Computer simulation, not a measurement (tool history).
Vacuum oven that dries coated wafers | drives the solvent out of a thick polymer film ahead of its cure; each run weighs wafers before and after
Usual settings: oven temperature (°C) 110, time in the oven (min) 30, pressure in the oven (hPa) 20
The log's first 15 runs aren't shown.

run 16 hour=332.4 | oven_temperature_(°C)=110 time_in_the_oven_(min)=37 pressure_in_the_oven_(hPa)=20 | solvent_left_in_the_film_(%)=2.57
-- hour=346.9 oven's thermocouples calibrated, once more
run 17 hour=357.5 | oven_temperature_(°C)=110 time_in_the_oven_(min)=23 pressure_in_the_oven_(hPa)=20 | solvent_left_in_the_film_(%)=3.67
run 18 hour=371.5 | oven_temperature_(°C)=118 time_in_the_oven_(min)=30 pressure_in_the_oven_(hPa)=20 | solvent_left_in_the_film_(%)=1.74
run 19 hour=385.3 | oven_temperature_(°C)=103 time_in_the_oven_(min)=30 pressure_in_the_oven_(hPa)=65.4 | solvent_left_in_the_film_(%)=7.21
run 20 hour=414.6 | oven_temperature_(°C)=95 time_in_the_oven_(min)=19 pressure_in_the_oven_(hPa)=28.1 | solvent_left_in_the_film_(%)=7.78
run 21 hour=429.6 | oven_temperature_(°C)=95 time_in_the_oven_(min)=19 pressure_in_the_oven_(hPa)=28.1 | solvent_left_in_the_film_(%)=7.83
run 22 hour=444.7 | oven_temperature_(°C)=110 time_in_the_oven_(min)=40 pressure_in_the_oven_(hPa)=29.1 | solvent_left_in_the_film_(%)=2.62
run 23 hour=467.5 | oven_temperature_(°C)=118 time_in_the_oven_(min)=40 pressure_in_the_oven_(hPa)=23.1 | solvent_left_in_the_film_(%)=1.53
run 24 hour=493.6 | oven_temperature_(°C)=107 time_in_the_oven_(min)=20 pressure_in_the_oven_(hPa)=27.1 | solvent_left_in_the_film_(%)=5.07
run 25 hour=523.1 | oven_temperature_(°C)=107 time_in_the_oven_(min)=20 pressure_in_the_oven_(hPa)=27.1 | solvent_left_in_the_film_(%)=5.15
run 26 hour=542.8 | oven_temperature_(°C)=110 time_in_the_oven_(min)=26 pressure_in_the_oven_(hPa)=23.3 | solvent_left_in_the_film_(%)=3.47
run 27 hour=570.2 | oven_temperature_(°C)=113 time_in_the_oven_(min)=45 pressure_in_the_oven_(hPa)=38.9 | solvent_left_in_the_film_(%)=2.81
run 28 hour=597.6 | oven_temperature_(°C)=113 time_in_the_oven_(min)=45 pressure_in_the_oven_(hPa)=38.9 | solvent_left_in_the_film_(%)=2.8
run 29 hour=618.5 | oven_temperature_(°C)=104 time_in_the_oven_(min)=45 pressure_in_the_oven_(hPa)=38.9 | solvent_left_in_the_film_(%)=4.18
run 30 hour=643.7 | oven_temperature_(°C)=118 time_in_the_oven_(min)=45 pressure_in_the_oven_(hPa)=52.8 | solvent_left_in_the_film_(%)=2.99
run 31 hour=673.1 | oven_temperature_(°C)=95 time_in_the_oven_(min)=36 pressure_in_the_oven_(hPa)=14.6 | solvent_left_in_the_film_(%)=4.73
run 32 hour=685.7 | oven_temperature_(°C)=104 time_in_the_oven_(min)=21 pressure_in_the_oven_(hPa)=17.3 | solvent_left_in_the_film_(%)=5.05
run 33 hour=705.3 | oven_temperature_(°C)=112 time_in_the_oven_(min)=22 pressure_in_the_oven_(hPa)=14.3 | solvent_left_in_the_film_(%)=3.21
run 34 hour=735.4 | oven_temperature_(°C)=110 time_in_the_oven_(min)=43 pressure_in_the_oven_(hPa)=29.2 | solvent_left_in_the_film_(%)=2.62
run 35 hour=757.2 | oven_temperature_(°C)=125 time_in_the_oven_(min)=20 pressure_in_the_oven_(hPa)=20 | solvent_left_in_the_film_(%)=1.88

Forecast each of these 3 alternatives for the next run:
run A hour=771.7 | oven_temperature_(°C)=97 time_in_the_oven_(min)=31 pressure_in_the_oven_(hPa)=21.7 | solvent_left_in_the_film_(%)=?
run B hour=771.7 | oven_temperature_(°C)=107 time_in_the_oven_(min)=26 pressure_in_the_oven_(hPa)=10.5 | solvent_left_in_the_film_(%)=?
run C hour=771.7 | oven_temperature_(°C)=124 time_in_the_oven_(min)=20 pressure_in_the_oven_(hPa)=26.6 | solvent_left_in_the_film_(%)=?

run=A solvent_left_in_the_film_(%)=5.34
run=B solvent_left_in_the_film_(%)=3.17
run=C solvent_left_in_the_film_(%)=2.15
Without the tool's hidden state the same runs would have given:
run=A solvent_left_in_the_film_(%)=5.25
run=B solvent_left_in_the_film_(%)=3.11
run=C solvent_left_in_the_film_(%)=2.11

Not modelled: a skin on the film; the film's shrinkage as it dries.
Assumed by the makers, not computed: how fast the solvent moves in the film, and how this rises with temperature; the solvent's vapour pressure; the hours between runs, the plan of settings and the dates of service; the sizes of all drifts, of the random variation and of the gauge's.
